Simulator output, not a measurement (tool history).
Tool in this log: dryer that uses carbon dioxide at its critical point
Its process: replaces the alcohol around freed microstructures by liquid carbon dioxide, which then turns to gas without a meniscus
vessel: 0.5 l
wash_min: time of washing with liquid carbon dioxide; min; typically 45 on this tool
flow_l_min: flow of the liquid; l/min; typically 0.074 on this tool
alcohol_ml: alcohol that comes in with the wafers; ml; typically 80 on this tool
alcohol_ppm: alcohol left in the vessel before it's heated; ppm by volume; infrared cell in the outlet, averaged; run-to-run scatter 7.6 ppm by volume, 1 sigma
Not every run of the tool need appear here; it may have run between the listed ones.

{"run": 1, "hour": 0.0, "wash_min": 45, "flow_l_min": 0.074, "alcohol_ml": 80, "alcohol_ppm": 911}
{"run": 2, "hour": 8.6, "wash_min": 45, "flow_l_min": 0.074, "alcohol_ml": 80, "alcohol_ppm": 940}
{"run": 3, "hour": 15.5, "wash_min": 45, "flow_l_min": 0.074, "alcohol_ml": 80, "alcohol_ppm": 400}
{"run": 4, "hour": 21.3, "wash_min": 45, "flow_l_min": 0.074, "alcohol_ml": 80, "alcohol_ppm": 407}
{"run": 5, "hour": 26.1, "wash_min": 45, "flow_l_min": 0.074, "alcohol_ml": 80, "alcohol_ppm": 407}
{"run": 6, "hour": 37.5, "wash_min": 45, "flow_l_min": 0.074, "alcohol_ml": 80, "alcohol_ppm": 396}
{"run": 7, "hour": 43.8, "wash_min": 45, "flow_l_min": 0.0519, "alcohol_ml": 80, "alcohol_ppm": 2451}
{"run": 8, "hour": 51.4, "wash_min": 45, "flow_l_min": 0.0519, "alcohol_ml": 80, "alcohol_ppm": 2343}
{"run": 9, "hour": 61.9, "wash_min": 45, "flow_l_min": 0.0519, "alcohol_ml": 80, "alcohol_ppm": 2487}
{"run": 10, "hour": 66.7, "wash_min": 45, "flow_l_min": 0.074, "alcohol_ml": 80, "alcohol_ppm": 433}
{"run": 11, "hour": 76.7, "wash_min": 45, "flow_l_min": 0.074, "alcohol_ml": 80, "alcohol_ppm": 440}
{"run": 12, "hour": 87.0, "wash_min": 45, "flow_l_min": 0.0501, "alcohol_ml": 80, "alcohol_ppm": 2852}
{"run": 13, "hour": 97.0, "wash_min": 45, "flow_l_min": 0.0501, "alcohol_ml": 80, "alcohol_ppm": 2960}
{"run": 14, "hour": 104.5, "wash_min": 38, "flow_l_min": 0.074, "alcohol_ml": 80, "alcohol_ppm": 1151}
{"run": 15, "hour": 112.0, "wash_min": 38, "flow_l_min": 0.074, "alcohol_ml": 80, "alcohol_ppm": 1114}
{"run": 16, "hour": 119.3, "wash_min": 44, "flow_l_min": 0.074, "alcohol_ml": 80, "alcohol_ppm": 538}
{"run": 17, "hour": 130.6, "wash_min": 44, "flow_l_min": 0.074, "alcohol_ml": 80, "alcohol_ppm": 544}
{"run": 18, "hour": 139.2, "wash_min": 44, "flow_l_min": 0.074, "alcohol_ml": 80, "alcohol_ppm": 544}
{"run": 19, "hour": 145.3, "wash_min": 30, "flow_l_min": 0.087, "alcohol_ml": 80, "alcohol_ppm": 1721}
{"run": 20, "hour": 156.4, "wash_min": 30, "flow_l_min": 0.087, "alcohol_ml": 56, "alcohol_ppm": 1231}
{"run": 21, "hour": 164.7, "wash_min": 30, "flow_l_min": 0.087, "alcohol_ml": 51, "alcohol_ppm": 1148}
{"run": 22, "hour": 172.7, "wash_min": 30, "flow_l_min": 0.087, "alcohol_ml": 51, "alcohol_ppm": 1186}
{"run": 23, "hour": 182.2, "wash_min": 34, "flow_l_min": 0.1014, "alcohol_ml": 24, "alcohol_ppm": 164}
{"run": 24, "hour": 189.9, "wash_min": 68, "flow_l_min": 0.074, "alcohol_ml": 26, "alcohol_ppm": 38}
{"run": 25, "hour": 199.2, "wash_min": 29, "flow_l_min": 0.0844, "alcohol_ml": 21, "alcohol_ppm": 677}

Between the runs listed above, the log contained 1 entry, not reproduced here. Where in the sequence does each belong, and how does what the log doesn't record of the tool's condition differ from the listed run before to the listed run after?
Logged between run 2 and run 3: inlet filter changed (hour 10.1)
  flow that reaches the vessel past the clogged filter, %: 85.3 -> 99.6; alcohol in the recycled carbon dioxide, ppm: 14.9 -> 15.2
  measured less the result without the state, alcohol_ppm: +549 -> +20 ppm by volume
